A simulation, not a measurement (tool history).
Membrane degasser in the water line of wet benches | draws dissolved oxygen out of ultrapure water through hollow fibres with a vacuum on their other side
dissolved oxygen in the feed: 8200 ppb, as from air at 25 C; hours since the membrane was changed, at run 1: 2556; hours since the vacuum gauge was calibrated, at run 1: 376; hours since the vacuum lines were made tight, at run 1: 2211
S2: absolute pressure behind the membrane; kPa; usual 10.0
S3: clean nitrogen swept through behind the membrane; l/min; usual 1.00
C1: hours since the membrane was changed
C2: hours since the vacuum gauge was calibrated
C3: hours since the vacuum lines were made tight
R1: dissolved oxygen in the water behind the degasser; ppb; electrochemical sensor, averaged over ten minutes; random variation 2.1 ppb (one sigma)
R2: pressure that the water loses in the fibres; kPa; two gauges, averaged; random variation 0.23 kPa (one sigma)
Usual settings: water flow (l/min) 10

run 1 hour=0.0 | water_flow_(l/min)=10 S2=10.0 S3=1.00 | C1=2556 C2=376 C3=2211 | R1=215.8 R2=58.05
run 2 hour=82.1 | water_flow_(l/min)=10 S2=10.0 S3=1.00 | C1=2638 C2=458 C3=2293 | R1=215.1 R2=58.08
run 3 hour=155.6 | water_flow_(l/min)=10 S2=8.4 S3=1.00 | C1=2712 C2=531 C3=2367 | R1=178.6 R2=58.13
run 4 hour=190.8 | water_flow_(l/min)=6 S2=8.4 S3=1.00 | C1=2747 C2=567 C3=2402 | R1=91.9 R2=35.26
run 5 hour=227.0 | water_flow_(l/min)=6 S2=8.4 S3=1.00 | C1=2783 C2=603 C3=2438 | R1=90.6 R2=35.08
run 6 hour=307.7 | water_flow_(l/min)=10 S2=10.0 S3=0.42 | C1=2864 C2=684 C3=2519 | R1=400.2 R2=58.43
run 7 hour=381.1 | water_flow_(l/min)=11 S2=6.8 S3=0.42 | C1=2937 C2=757 C3=2592 | R1=270.5 R2=64.57
run 8 hour=426.5 | water_flow_(l/min)=6 S2=20.3 S3=1.99 | C1=2983 C2=802 C3=2638 | R1=144.5 R2=35.12
run 9 hour=506.7 | water_flow_(l/min)=6 S2=20.3 S3=1.99 | C1=3063 C2=883 C3=2718 | R1=142.5 R2=34.92
run 10 hour=559.2 | water_flow_(l/min)=14 S2=24.6 S3=3.00 | C1=3115 C2=935 C3=2770 | R1=357.1 R2=80.98
run 11 hour=608.6 | water_flow_(l/min)=10 S2=13.5 S3=2.11 | C1=3165 C2=984 C3=2820 | R1=175.9 R2=58.18

3 ways to go on from here, each from the tool as it stands after run 11. What would each give?
run A hour=649.0 | water_flow_(l/min)=15 S2=10.0 S3=1.00 | C1=3205 C2=1025 C3=2860 | R1=? R2=?
run B hour=649.0 | water_flow_(l/min)=9 S2=20.6 S3=0.83 | C1=3205 C2=1025 C3=2860 | R1=? R2=?
run C hour=649.0 | water_flow_(l/min)=11 S2=13.8 S3=2.35 | C1=3205 C2=1025 C3=2860 | R1=? R2=?

run=A R1=364.7 R2=87.49
run=B R1=469.1 R2=52.55
run=C R1=193.7 R2=64.36
Without the tool's hidden state the same runs would have given:
run=A R1=354.6 R2=86.57
run=B R1=456.5 R2=52.01
run=C R1=187.0 R2=63.68
